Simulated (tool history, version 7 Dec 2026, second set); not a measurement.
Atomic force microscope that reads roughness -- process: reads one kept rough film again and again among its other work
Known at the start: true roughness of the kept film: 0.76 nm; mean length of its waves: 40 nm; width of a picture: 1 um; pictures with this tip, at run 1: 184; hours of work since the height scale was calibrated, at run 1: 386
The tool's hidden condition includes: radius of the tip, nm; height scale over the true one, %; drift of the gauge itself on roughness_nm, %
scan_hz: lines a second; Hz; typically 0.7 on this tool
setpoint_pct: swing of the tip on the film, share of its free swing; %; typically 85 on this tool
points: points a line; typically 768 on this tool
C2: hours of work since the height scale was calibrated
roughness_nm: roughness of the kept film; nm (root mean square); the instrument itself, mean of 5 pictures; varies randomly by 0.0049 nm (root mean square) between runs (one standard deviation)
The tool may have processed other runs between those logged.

{"run": 1, "hour": 0.0, "scan_hz": 0.7, "setpoint_pct": 85, "points": 768, "pictures with this tip": 184, "C2": 386, "roughness_nm": 0.689}
{"run": 2, "hour": 22.7, "scan_hz": 0.7, "setpoint_pct": 85, "points": 768, "pictures with this tip": 210, "C2": 397, "roughness_nm": 0.685}
{"run": 3, "hour": 49.5, "scan_hz": 0.7, "setpoint_pct": 85, "points": 276, "pictures with this tip": 240, "C2": 411, "roughness_nm": 0.682}
{"hour": 62.9, "done": "new tip fitted"}
{"run": 4, "hour": 69.2, "scan_hz": 0.7, "setpoint_pct": 85, "points": 276, "pictures with this tip": 7, "C2": 420, "roughness_nm": 0.711}
{"run": 5, "hour": 90.8, "scan_hz": 0.7, "setpoint_pct": 85, "points": 276, "pictures with this tip": 32, "C2": 431, "roughness_nm": 0.702}
{"run": 6, "hour": 109.4, "scan_hz": 0.643, "setpoint_pct": 85, "points": 276, "pictures with this tip": 53, "C2": 441, "roughness_nm": 0.696}
{"run": 7, "hour": 130.7, "scan_hz": 0.7, "setpoint_pct": 65, "points": 768, "pictures with this tip": 77, "C2": 451, "roughness_nm": 0.708}
{"run": 8, "hour": 148.2, "scan_hz": 0.7, "setpoint_pct": 85, "points": 435, "pictures with this tip": 97, "C2": 460, "roughness_nm": 0.698}
{"run": 9, "hour": 169.3, "scan_hz": 0.7, "setpoint_pct": 85, "points": 768, "pictures with this tip": 121, "C2": 471, "roughness_nm": 0.688}
{"run": 10, "hour": 181.8, "scan_hz": 0.7, "setpoint_pct": 85, "points": 768, "pictures with this tip": 135, "C2": 477, "roughness_nm": 0.697}
{"run": 11, "hour": 199.0, "scan_hz": 0.7, "setpoint_pct": 85, "points": 768, "pictures with this tip": 154, "C2": 486, "roughness_nm": 0.697}
{"run": 12, "hour": 214.6, "scan_hz": 0.7, "setpoint_pct": 85, "points": 768, "pictures with this tip": 172, "C2": 493, "roughness_nm": 0.684}
{"run": 13, "hour": 234.9, "scan_hz": 0.7, "setpoint_pct": 85, "points": 768, "pictures with this tip": 195, "C2": 504, "roughness_nm": 0.686}
{"run": 14, "hour": 259.5, "scan_hz": 0.7, "setpoint_pct": 85, "points": 768, "pictures with this tip": 223, "C2": 516, "roughness_nm": 0.692}
{"run": 15, "hour": 283.8, "scan_hz": 0.7, "setpoint_pct": 85, "points": 768, "pictures with this tip": 250, "C2": 528, "roughness_nm": 0.674}
{"hour": 287.5, "done": "new tip fitted"}
{"run": 16, "hour": 298.0, "scan_hz": 0.7, "setpoint_pct": 85, "points": 768, "pictures with this tip": 12, "C2": 535, "roughness_nm": 0.717}
{"run": 17, "hour": 313.6, "scan_hz": 0.7, "setpoint_pct": 85, "points": 768, "pictures with this tip": 29, "C2": 543, "roughness_nm": 0.709}
{"run": 18, "hour": 337.4, "scan_hz": 0.7, "setpoint_pct": 85, "points": 768, "pictures with this tip": 56, "C2": 555, "roughness_nm": 0.709}
{"run": 19, "hour": 353.3, "scan_hz": 0.7, "setpoint_pct": 85, "points": 768, "pictures with this tip": 74, "C2": 563, "roughness_nm": 0.704}
{"run": 20, "hour": 365.3, "scan_hz": 0.7, "setpoint_pct": 60, "points": 768, "pictures with this tip": 88, "C2": 569, "roughness_nm": 0.723}
{"run": 21, "hour": 390.8, "scan_hz": 0.891, "setpoint_pct": 62, "points": 768, "pictures with this tip": 117, "C2": 582, "roughness_nm": 0.715}
{"hour": 393.8, "done": "height scale calibrated on a step standard"}
{"run": 22, "hour": 416.2, "scan_hz": 1.731, "setpoint_pct": 83, "points": 792, "pictures with this tip": 144, "C2": 11, "roughness_nm": 0.671}
{"run": 23, "hour": 438.9, "scan_hz": 0.7, "setpoint_pct": 82, "points": 627, "pictures with this tip": 170, "C2": 23, "roughness_nm": 0.688}
{"run": 24, "hour": 453.2, "scan_hz": 3.909, "setpoint_pct": 59, "points": 655, "pictures with this tip": 186, "C2": 30, "roughness_nm": 0.682}
{"run": 25, "hour": 471.4, "scan_hz": 3.424, "setpoint_pct": 59, "points": 354, "pictures with this tip": 207, "C2": 39, "roughness_nm": 0.684}
{"run": 26, "hour": 488.5, "scan_hz": 3.424, "setpoint_pct": 57, "points": 530, "pictures with this tip": 226, "C2": 48, "roughness_nm": 0.676}
{"run": 27, "hour": 510.3, "scan_hz": 0.7, "setpoint_pct": 79, "points": 428, "pictures with this tip": 251, "C2": 59, "roughness_nm": 0.671}
{"hour": 514.3, "done": "new tip fitted"}
{"run": 28, "hour": 522.4, "scan_hz": 0.7, "setpoint_pct": 65, "points": 428, "pictures with this tip": 9, "C2": 64, "roughness_nm": 0.717}
{"run": 29, "hour": 538.4, "scan_hz": 0.7, "setpoint_pct": 69, "points": 783, "pictures with this tip": 27, "C2": 73, "roughness_nm": 0.718}
{"hour": 547.5, "done": "height scale calibrated on a step standard, once more"}
{"run": 30, "hour": 551.0, "scan_hz": 0.7, "setpoint_pct": 69, "points": 783, "pictures with this tip": 40, "C2": 2, "roughness_nm": 0.731}
{"run": 31, "hour": 564.5, "scan_hz": 2.433, "setpoint_pct": 61, "points": 274, "pictures with this tip": 55, "C2": 9, "roughness_nm": 0.71}
{"run": 32, "hour": 588.5, "scan_hz": 3.489, "setpoint_pct": 74, "points": 306, "pictures with this tip": 83, "C2": 21, "roughness_nm": 0.661}
{"run": 33, "hour": 613.1, "scan_hz": 3.428, "setpoint_pct": 64, "points": 306, "pictures with this tip": 110, "C2": 33, "roughness_nm": 0.686}
{"run": 34, "hour": 634.0, "scan_hz": 1.615, "setpoint_pct": 85, "points": 768, "pictures with this tip": 134, "C2": 44, "roughness_nm": 0.672}
{"run": 35, "hour": 649.2, "scan_hz": 0.7, "setpoint_pct": 74, "points": 276, "pictures with this tip": 151, "C2": 51, "roughness_nm": 0.708}
{"run": 36, "hour": 662.5, "scan_hz": 0.7, "setpoint_pct": 74, "points": 276, "pictures with this tip": 166, "C2": 58, "roughness_nm": 0.696}
{"run": 37, "hour": 679.3, "scan_hz": 2.311, "setpoint_pct": 56, "points": 276, "pictures with this tip": 185, "C2": 66, "roughness_nm": 0.692}
{"run": 38, "hour": 692.5, "scan_hz": 1.917, "setpoint_pct": 71, "points": 737, "pictures with this tip": 200, "C2": 73, "roughness_nm": 0.684}
{"run": 39, "hour": 704.3, "scan_hz": 1.917, "setpoint_pct": 84, "points": 683, "pictures with this tip": 214, "C2": 79, "roughness_nm": 0.657}

Consider 3 possible next runs. They are alternatives, not a sequence: every one starts from the tool as it was left by run 39. What does each give?
{"run": "A", "hour": 716.2, "scan_hz": 0.746, "setpoint_pct": 56, "points": 266, "pictures with this tip": 227, "C2": 85, "roughness_nm": "?"}
{"run": "B", "hour": 716.2, "scan_hz": 0.827, "setpoint_pct": 63, "points": 734, "pictures with this tip": 227, "C2": 85, "roughness_nm": "?"}
{"run": "C", "hour": 716.2, "scan_hz": 1.917, "setpoint_pct": 84, "points": 955, "pictures with this tip": 227, "C2": 85, "roughness_nm": "?"}

run=A roughness_nm=0.7
run=B roughness_nm=0.697
run=C roughness_nm=0.655
The same runs, with their run-to-run variation unchanged, on a tool lacking any hidden condition would have given:
run=A roughness_nm=0.739
run=B roughness_nm=0.736
run=C roughness_nm=0.692

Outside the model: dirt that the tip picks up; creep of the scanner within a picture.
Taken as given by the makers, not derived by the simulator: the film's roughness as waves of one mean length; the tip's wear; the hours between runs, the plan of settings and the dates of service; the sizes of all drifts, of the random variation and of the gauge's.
